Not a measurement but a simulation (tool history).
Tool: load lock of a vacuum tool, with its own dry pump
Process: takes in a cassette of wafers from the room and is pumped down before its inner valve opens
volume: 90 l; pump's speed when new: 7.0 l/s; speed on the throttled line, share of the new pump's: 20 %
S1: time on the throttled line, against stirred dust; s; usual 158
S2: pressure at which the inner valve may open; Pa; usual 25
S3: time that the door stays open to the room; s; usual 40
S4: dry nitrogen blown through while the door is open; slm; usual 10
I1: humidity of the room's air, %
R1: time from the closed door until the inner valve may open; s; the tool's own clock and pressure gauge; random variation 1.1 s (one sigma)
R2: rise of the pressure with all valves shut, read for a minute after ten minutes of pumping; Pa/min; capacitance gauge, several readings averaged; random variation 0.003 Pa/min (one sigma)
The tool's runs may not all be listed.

{"run": 1, "hour": 0.0, "S1": 158, "S2": 25, "S3": 40, "S4": 10, "I1": 46.3, "R1": 240.2, "R2": 0.164}
{"run": 2, "hour": 199.1, "S1": 158, "S2": 25, "S3": 40, "S4": 10, "I1": 45.4, "R1": 240, "R2": 0.171}
{"run": 3, "hour": 345.1, "S1": 189, "S2": 25, "S3": 40, "S4": 10, "I1": 45, "R1": 263.8, "R2": 0.162}
{"run": 4, "hour": 549.0, "S1": 189, "S2": 25, "S3": 40, "S4": 10, "I1": 45.6, "R1": 265.3, "R2": 0.174}
{"run": 5, "hour": 636.8, "S1": 189, "S2": 25, "S3": 40, "S4": 10, "I1": 45.1, "R1": 265.8, "R2": 0.179}
{"run": 6, "hour": 756.2, "S1": 158, "S2": 25, "S3": 38, "S4": 10, "I1": 47.2, "R1": 241, "R2": 0.178}
{"run": 7, "hour": 866.4, "S1": 158, "S2": 25, "S3": 40, "S4": 31, "I1": 41.3, "R1": 241.8, "R2": 0.177}
{"run": 8, "hour": 1059.6, "S1": 158, "S2": 25, "S3": 40, "S4": 22, "I1": 42.5, "R1": 243.7, "R2": 0.176}
{"run": 9, "hour": 1202.7, "S1": 158, "S2": 25, "S3": 40, "S4": 22, "I1": 47.2, "R1": 240.8, "R2": 0.181}
{"run": 10, "hour": 1398.4, "S1": 158, "S2": 25, "S3": 40, "S4": 22, "I1": 45.6, "R1": 241.8, "R2": 0.182}
{"run": 11, "hour": 1493.6, "S1": 158, "S2": 18, "S3": 40, "S4": 10, "I1": 46, "R1": 247.7, "R2": 0.195}
{"run": 12, "hour": 1645.9, "S1": 158, "S2": 18, "S3": 40, "S4": 10, "I1": 44.8, "R1": 246.5, "R2": 0.2}
{"run": 13, "hour": 1732.6, "S1": 158, "S2": 18, "S3": 40, "S4": 4, "I1": 44.8, "R1": 246.4, "R2": 0.206}
{"run": 14, "hour": 1890.0, "S1": 156, "S2": 25, "S3": 40, "S4": 10, "I1": 47.3, "R1": 240.5, "R2": 0.21}
{"run": 15, "hour": 2002.2, "S1": 156, "S2": 25, "S3": 40, "S4": 10, "I1": 42.8, "R1": 242.7, "R2": 0.209}
{"run": 16, "hour": 2112.3, "S1": 156, "S2": 25, "S3": 40, "S4": 10, "I1": 47.5, "R1": 241, "R2": 0.209}
{"run": 17, "hour": 2200.8, "S1": 156, "S2": 25, "S3": 40, "S4": 10, "I1": 43.5, "R1": 241.3, "R2": 0.211}
{"run": 18, "hour": 2384.1, "S1": 156, "S2": 25, "S3": 40, "S4": 10, "I1": 43.3, "R1": 243.2, "R2": 0.214}
{"run": 19, "hour": 2583.5, "S1": 131, "S2": 25, "S3": 40, "S4": 10, "I1": 47.2, "R1": 220.9, "R2": 0.222}
{"run": 20, "hour": 2670.8, "S1": 82, "S2": 21, "S3": 143, "S4": 5, "I1": 46.5, "R1": 186.3, "R2": 0.259}
{"run": 21, "hour": 2782.2, "S1": 82, "S2": 21, "S3": 143, "S4": 5, "I1": 44.3, "R1": 186.5, "R2": 0.261}
{"run": 22, "hour": 2907.7, "S1": 158, "S2": 25, "S3": 164, "S4": 10, "I1": 47.5, "R1": 242.1, "R2": 0.269}
{"run": 23, "hour": 2996.7, "S1": 82, "S2": 27, "S3": 40, "S4": 32, "I1": 47.7, "R1": 183.5, "R2": 0.221}
{"run": 24, "hour": 3189.0, "S1": 82, "S2": 27, "S3": 40, "S4": 32, "I1": 47.5, "R1": 184.8, "R2": 0.225}
{"run": 25, "hour": 3396.2, "S1": 126, "S2": 27, "S3": 40, "S4": 32, "I1": 40.8, "R1": 216.8, "R2": 0.235}
{"run": 26, "hour": 3503.7, "S1": 300, "S2": 37, "S3": 40, "S4": 17, "I1": 43.2, "R1": 350.1, "R2": 0.239}
{"run": 27, "hour": 3717.4, "S1": 300, "S2": 37, "S3": 40, "S4": 17, "I1": 44.8, "R1": 347.6, "R2": 0.246}
{"run": 28, "hour": 3869.7, "S1": 300, "S2": 21, "S3": 40, "S4": 13, "I1": 46.5, "R1": 358.7, "R2": 0.257}
{"run": 29, "hour": 4047.2, "S1": 300, "S2": 37, "S3": 166, "S4": 13, "I1": 45.7, "R1": 352.7, "R2": 0.284}
{"run": 30, "hour": 4258.4, "S1": 124, "S2": 25, "S3": 40, "S4": 10, "I1": 44.8, "R1": 220.6, "R2": 0.267}
{"run": 31, "hour": 4422.3, "S1": 124, "S2": 25, "S3": 40, "S4": 10, "I1": 45.2, "R1": 219.3, "R2": 0.264}
{"run": 32, "hour": 4571.0, "S1": 158, "S2": 25, "S3": 89, "S4": 10, "I1": 42.7, "R1": 247, "R2": 0.285}
{"run": 33, "hour": 4687.4, "S1": 158, "S2": 25, "S3": 87, "S4": 10, "I1": 46.3, "R1": 248.4, "R2": 0.032}
{"run": 34, "hour": 4859.6, "S1": 158, "S2": 25, "S3": 87, "S4": 10, "I1": 47.3, "R1": 245.9, "R2": 0.038}
{"run": 35, "hour": 5000.6, "S1": 154, "S2": 28, "S3": 40, "S4": 10, "I1": 46.3, "R1": 242.3, "R2": 0.024}
{"run": 36, "hour": 5124.2, "S1": 158, "S2": 29, "S3": 40, "S4": 10, "I1": 44.2, "R1": 242, "R2": 0.023}

Taken out of this log: 1 entry between the listed runs. Where each belongs, and how the hidden state differs across it:
Between runs 32 and 33: door's seal changed, seat wiped (hour 4668)
  pump's speed, % of a new pump's: 87.3 -> 87.1; leak at the door's seal, Pa l/s: 0.3815 -> 0.0031
  measured less the result without the state, R1: +11.2 -> +11.5 s; R2: +0.253 -> +0.001 Pa/min
